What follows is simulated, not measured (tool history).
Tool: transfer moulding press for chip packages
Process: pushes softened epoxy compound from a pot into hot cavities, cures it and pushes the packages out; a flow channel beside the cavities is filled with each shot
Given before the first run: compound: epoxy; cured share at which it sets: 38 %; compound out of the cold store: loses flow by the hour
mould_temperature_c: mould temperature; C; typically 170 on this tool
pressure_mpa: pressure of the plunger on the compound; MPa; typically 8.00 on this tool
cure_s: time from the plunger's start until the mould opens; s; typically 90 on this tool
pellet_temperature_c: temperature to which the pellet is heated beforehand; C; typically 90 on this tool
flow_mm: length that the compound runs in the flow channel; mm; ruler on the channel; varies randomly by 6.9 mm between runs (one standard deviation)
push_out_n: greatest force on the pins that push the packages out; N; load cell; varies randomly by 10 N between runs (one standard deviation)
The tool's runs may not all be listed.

run	day	mould_temperature_c	pressure_mpa	cure_s	pellet_temperature_c	incoming compound's hours out of the cold store	flow_mm	push_out_n
1	0.000	170	8.00	90	90	37.1	796	490
2	0.671	170	8.00	90	90	36.7	801	759
3	1.167	170	8.00	90	90	24.6	847	879
4	1.571	170	8.00	90	90	26.6	846	955
5	2.025	170	8.00	90	91	46.5	759	922
# day 2.500: cavities cleaned with cleaning compound and waxed
6	2.717	170	8.00	80	91	21.7	854	773
7	3.029	170	8.00	90	90	41.7	785	695
8	3.562	170	8.00	90	90	22.0	851	883
9	4.004	170	8.00	90	90	16.0	871	925
10	4.417	170	8.00	90	90	26.5	818	1009

Forecast run 11:
# day 4.975: cavities cleaned with cleaning compound and waxed
11	5.117	164	7.43	83	96	12.9	?	?

{"run 11": {"flow_mm": 869, "push_out_n": 1039}}
Had the tool carried no hidden state, the very same run would have given flow_mm 902 mm, push_out_n 925 N.
